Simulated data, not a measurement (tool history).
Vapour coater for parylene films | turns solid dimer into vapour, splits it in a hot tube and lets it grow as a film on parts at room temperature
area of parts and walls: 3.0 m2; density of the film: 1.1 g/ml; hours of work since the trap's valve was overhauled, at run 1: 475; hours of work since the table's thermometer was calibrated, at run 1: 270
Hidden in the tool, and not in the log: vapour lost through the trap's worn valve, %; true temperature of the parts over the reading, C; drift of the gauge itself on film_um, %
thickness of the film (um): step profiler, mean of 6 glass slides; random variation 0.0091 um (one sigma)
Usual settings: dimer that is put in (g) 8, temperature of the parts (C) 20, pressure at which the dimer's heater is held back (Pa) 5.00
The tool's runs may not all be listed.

run	hour	dimer that is put in (g)	temperature of the parts (C)	pressure at which the dimer's heater is held back (Pa)	hours of work since the trap's valve was overhauled	hours of work since the table's thermometer was calibrated	thickness of the film (um)
1	0.0	8	20	5.00	475	270	1.365
2	8.5	8	20	5.00	480	274	1.352
3	15.5	8	20	5.00	483	278	1.343
4	29.6	8	20	5.00	490	285	1.359
5	40.3	8	26	5.00	496	291	1.055
6	52.7	8	20	5.00	502	297	1.337
7	67.9	8	13	5.00	510	305	1.822
8	79.2	8	13	5.00	516	311	1.816
9	87.5	7	20	5.00	520	315	1.189
10	103.4	7	20	5.00	529	323	1.186
11	119.2	7	20	5.00	537	332	1.180
12	133.7	7	20	5.00	544	339	1.173
13	141.2	7	20	5.00	548	343	1.174
14	150.2	7	20	3.25	553	348	1.252
15	163.4	4	20	9.03	560	354	0.631
16	178.0	4	28	8.86	567	362	0.475
17	185.1	4	31	8.86	571	366	0.407
18	197.1	10	21	5.01	577	372	1.610
19	212.3	13	18	10.23	585	380	2.241
20	226.7	8	19	4.91	592	387	1.431
21	241.9	8	19	4.05	600	395	1.436
22	256.1	5	19	10.03	607	402	0.820
23	267.0	11	24	5.00	613	408	1.570
24	275.8	5	24	8.19	618	413	0.683
25	285.0	5	24	8.19	622	417	0.682
26	297.6	3	15	5.00	629	424	0.631
27	311.8	3	15	5.00	636	431	0.619

Forecast each of these 4 alternatives for the next run:
A	324.9	5	27	5.00	643	438	?
B	324.9	8	21	5.00	643	438	?
C	324.9	13	15	5.00	643	438	?
D	324.9	6	15	6.61	643	438	?

run	thickness of the film (um)
A	0.647
B	1.304
C	2.721
D	1.217
Without the tool's hidden state the same runs would have given:
run	thickness of the film (um)
A	0.650
B	1.309
C	2.732
D	1.222
